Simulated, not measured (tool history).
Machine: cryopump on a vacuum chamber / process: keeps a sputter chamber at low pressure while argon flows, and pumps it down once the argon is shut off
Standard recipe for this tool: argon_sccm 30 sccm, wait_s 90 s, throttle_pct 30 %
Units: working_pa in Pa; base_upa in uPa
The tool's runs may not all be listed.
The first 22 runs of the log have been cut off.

| run | day | argon_sccm | wait_s | throttle_pct | hours of work since the pump was warmed up and emptied | hours of work since the cold head was overhauled | hours of work since the chamber's fittings were tightened | working_pa | base_upa |
|---|---|---|---|---|---|---|---|---|---|
| 23 | 16.608 | 30 | 35 | 29 | 592 | 592 | 1854 | 0.1074 | 2.02 |
| 24 | 17.312 | 18 | 32 | 30 | 603 | 603 | 1865 | 0.0629 | 2.06 |
| 25 | 18.125 | 15 | 77 | 22 | 616 | 616 | 1877 | 0.0693 | 1.76 |
| 26 | 19.012 | 15 | 77 | 22 | 629 | 629 | 1891 | 0.0692 | 1.71 |
| 27 | 19.862 | 15 | 77 | 22 | 642 | 642 | 1904 | 0.0691 | 1.82 |
| 28 | 20.371 | 38 | 28 | 17 | 650 | 650 | 1911 | 0.224 | 2.29 |
| 29 | 20.979 | 58 | 90 | 16 | 659 | 659 | 1921 | 0.3631 | 1.75 |
| 30 | 21.846 | 29 | 59 | 16 | 672 | 672 | 1934 | 0.182 | 1.86 |
| 31 | 22.825 | 19 | 73 | 16 | 687 | 687 | 1949 | 0.1186 | 1.85 |
| 32 | 23.817 | 35 | 92 | 43 | 702 | 702 | 1964 | 0.0926 | 1.78 |
| 33 | 24.471 | 30 | 23 | 45 | 712 | 712 | 1974 | 0.0776 | 2.57 |

Forecast each of these 3 alternatives for the next run:
| A | 25.138 | 49 | 23 | 45 | 723 | 723 | 1984 | ? | ? |
| B | 25.138 | 30 | 275 | 22 | 723 | 723 | 1984 | ? | ? |
| C | 25.138 | 30 | 123 | 45 | 723 | 723 | 1984 | ? | ? |

| run | working_pa | base_upa |
|---|---|---|
| A | 0.1243 | 2.57 |
| B | 0.1409 | 1.67 |
| C | 0.0764 | 1.83 |
The same runs, with their run-to-run variation unchanged, on a tool lacking any hidden condition would have given:
| run | working_pa | base_upa |
|---|---|---|
| A | 0.1012 | 1.11 |
| B | 0.1267 | 0.24 |
| C | 0.0623 | 0.33 |

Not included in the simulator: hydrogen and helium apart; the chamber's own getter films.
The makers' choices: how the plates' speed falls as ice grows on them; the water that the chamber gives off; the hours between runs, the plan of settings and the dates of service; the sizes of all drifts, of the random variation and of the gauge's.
